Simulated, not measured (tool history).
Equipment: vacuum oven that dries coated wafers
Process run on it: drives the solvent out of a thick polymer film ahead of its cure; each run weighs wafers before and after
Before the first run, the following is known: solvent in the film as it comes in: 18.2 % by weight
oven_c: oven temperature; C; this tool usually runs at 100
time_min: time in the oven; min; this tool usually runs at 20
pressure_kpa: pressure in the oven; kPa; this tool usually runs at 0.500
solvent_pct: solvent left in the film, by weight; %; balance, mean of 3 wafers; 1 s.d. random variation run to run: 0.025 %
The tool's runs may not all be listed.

run 1 hour=0.0 | oven_c=100 time_min=20 pressure_kpa=0.500 | solvent_pct=2.68
run 2 hour=16.0 | oven_c=100 time_min=20 pressure_kpa=0.500 | solvent_pct=2.69
run 3 hour=53.4 | oven_c=114 time_min=20 pressure_kpa=0.500 | solvent_pct=0.92
run 4 hour=70.6 | oven_c=114 time_min=20 pressure_kpa=0.500 | solvent_pct=0.98
run 5 hour=90.5 | oven_c=100 time_min=20 pressure_kpa=0.326 | solvent_pct=2.59
run 6 hour=126.9 | oven_c=100 time_min=20 pressure_kpa=0.326 | solvent_pct=2.62
run 7 hour=146.5 | oven_c=100 time_min=20 pressure_kpa=0.326 | solvent_pct=2.59
run 8 hour=172.7 | oven_c=100 time_min=20 pressure_kpa=0.382 | solvent_pct=2.61
run 9 hour=206.2 | oven_c=90 time_min=12 pressure_kpa=0.395 | solvent_pct=7.23
run 10 hour=243.1 | oven_c=90 time_min=12 pressure_kpa=0.395 | solvent_pct=7.23
run 11 hour=273.0 | oven_c=114 time_min=16 pressure_kpa=0.395 | solvent_pct=1.48
run 12 hour=301.6 | oven_c=114 time_min=13 pressure_kpa=0.395 | solvent_pct=2.30

Some steps in solvent_pct between neighbouring runs. How much of each would the tool show without its hidden state too (settings, what came in, random variation), and how much is left for the hidden state, with any gauge scatter that isn't in both results?
Hidden conditions of the tool in this case: true wafer temperature over the reading, C; true pressure over the reading, kPa; drift of the gauge itself on solvent_pct, %.
Run 10 -> 11: oven_c 90 -> 114, time_min 12 -> 16. solvent_pct -5.75 %: hidden state +0.05, all else -5.80.

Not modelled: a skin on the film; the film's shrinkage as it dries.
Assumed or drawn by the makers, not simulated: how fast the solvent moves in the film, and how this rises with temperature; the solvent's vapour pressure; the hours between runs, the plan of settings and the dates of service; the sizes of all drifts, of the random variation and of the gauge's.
